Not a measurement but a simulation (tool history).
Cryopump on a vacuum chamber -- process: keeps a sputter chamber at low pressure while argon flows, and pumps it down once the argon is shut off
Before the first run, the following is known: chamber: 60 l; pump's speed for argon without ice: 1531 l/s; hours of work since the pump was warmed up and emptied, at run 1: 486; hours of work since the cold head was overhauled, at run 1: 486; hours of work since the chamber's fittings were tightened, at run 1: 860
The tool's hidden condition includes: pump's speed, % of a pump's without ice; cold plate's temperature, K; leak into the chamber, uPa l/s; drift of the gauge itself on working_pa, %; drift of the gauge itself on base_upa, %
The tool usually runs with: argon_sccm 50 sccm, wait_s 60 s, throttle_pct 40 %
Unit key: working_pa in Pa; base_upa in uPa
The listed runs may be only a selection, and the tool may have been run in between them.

run,hour,argon_sccm,wait_s,throttle_pct,hours of work since the pump was warmed up and emptied,hours of work since the cold head was overhauled,hours of work since the chamber's fittings were tightened,working_pa,base_upa
1,0.0,50,60,40,486,486,860,0.1470,1.53
2,14.2,50,60,40,497,497,871,0.1471,1.52
3,34.1,50,60,40,513,513,887,0.1461,1.55
4,50.4,50,60,40,525,525,900,0.1466,1.52
5,62.1,50,60,40,534,534,909,0.1479,1.43
6,83.8,50,60,40,551,551,926,0.1483,1.49
7,101.4,50,60,40,565,565,939,0.1478,1.59
8,124.9,50,60,40,583,583,957,0.1491,1.62
9,145.9,50,60,40,600,600,974,0.1500,1.65
10,165.0,50,60,40,614,614,989,0.1493,1.59
11,183.4,50,60,46,629,629,1003,0.1308,1.59
12,198.5,50,60,46,640,640,1015,0.1321,1.62
13,219.2,50,60,40,657,657,1031,0.1485,1.62
14,236.3,50,60,40,670,670,1044,0.1488,1.63
15,247.8,50,60,40,679,679,1053,0.1493,1.61
16,266.3,50,60,40,693,693,1067,0.1508,1.68
17,280.6,50,122,40,704,704,1079,0.1511,1.27
18,296.2,26,130,40,716,716,1091,0.0792,1.20
19,318.7,26,130,40,734,734,1108,0.0800,1.21
20,328.4,70,36,40,741,741,1116,0.2129,2.30
21,339.0,95,35,33,750,750,1124,0.3447,2.35
22,362.9,95,35,33,768,768,1143,0.3453,2.26
23,383.3,30,60,40,784,784,1158,0.0927,1.77
24,393.4,50,60,41,792,792,1166,0.1492,1.75
25,412.5,36,291,59,807,807,1181,0.0789,1.05
26,427.9,86,51,18,819,819,1193,0.5558,1.92
27,447.5,28,51,18,834,834,1208,0.1805,1.88
28,467.6,21,167,39,850,850,1224,0.0659,1.23
29,488.7,35,30,39,866,866,1240,0.1111,2.62
30,509.2,48,109,29,882,882,1256,0.2005,1.38
31,527.0,48,116,25,896,896,1270,0.2278,1.42
32,539.2,74,192,40,905,905,1280,0.2335,1.25
33,560.9,74,192,40,922,922,1297,0.2295,1.22
34,574.0,74,192,40,932,932,1307,0.2331,1.22

Branching from run 34: 3 alternative next runs. What would each branch give?
A,594.4,50,60,26,948,948,1323,?,?
B,594.4,34,71,40,948,948,1323,?,?
C,594.4,62,160,40,948,948,1323,?,?

run,working_pa,base_upa
A,0.2338,1.83
B,0.1074,1.73
C,0.1940,1.29
With the hidden condition removed and each run's random variation left untouched, the same runs would have given:
run,working_pa,base_upa
A,0.2147,1.04
B,0.0945,0.93
C,0.1705,0.51
